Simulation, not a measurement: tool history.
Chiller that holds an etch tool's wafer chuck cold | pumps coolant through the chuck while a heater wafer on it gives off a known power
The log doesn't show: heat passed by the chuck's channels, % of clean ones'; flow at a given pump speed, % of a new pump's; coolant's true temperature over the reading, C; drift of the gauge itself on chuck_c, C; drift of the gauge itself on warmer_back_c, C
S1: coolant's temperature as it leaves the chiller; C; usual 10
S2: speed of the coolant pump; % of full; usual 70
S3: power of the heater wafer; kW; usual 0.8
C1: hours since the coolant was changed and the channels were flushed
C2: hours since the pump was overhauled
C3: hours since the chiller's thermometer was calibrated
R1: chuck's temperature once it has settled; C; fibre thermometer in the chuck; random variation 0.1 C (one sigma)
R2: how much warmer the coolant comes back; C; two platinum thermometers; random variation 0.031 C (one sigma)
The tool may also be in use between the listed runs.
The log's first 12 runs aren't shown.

run,hour,S1,S2,S3,C1,C2,C3,R1,R2
13,388,10,85,0.8,633,1907,4191,16.8,2.31
14,435.7,10,85,0.8,680,1955,4239,17.1,2.26
# hour 440.9: chiller's thermometer calibrated
15,484.5,7,70,0.8,728,2003,44,15.7,2.89
16,533.5,7,70,0.8,777,2052,93,15.8,2.83
17,579.3,15,93,0.427,823,2098,138,18.8,1.08
18,607,11,66,1.093,851,2126,166,23.7,4.14
19,628.6,11,66,1.093,872,2147,188,23.8,4.15
20,678.9,11,66,1.093,923,2197,238,23.6,4.14
21,715.6,20,90,0.593,959,2234,275,25.3,1.7
22,757.1,20,69,0.535,1001,2276,316,25.9,1.91
23,793.8,20,69,0.535,1037,2312,353,26,1.93
24,845.8,4,78,0.535,1089,2364,405,9.5,1.72

Forecast run 25:
25,869.9,13,78,0.535,1113,2388,429,?,?

R1: 18.4 C
R2: 1.73 C
Without the tool's hidden state the same run would have given R1 17.9 C, R2 1.59 C.
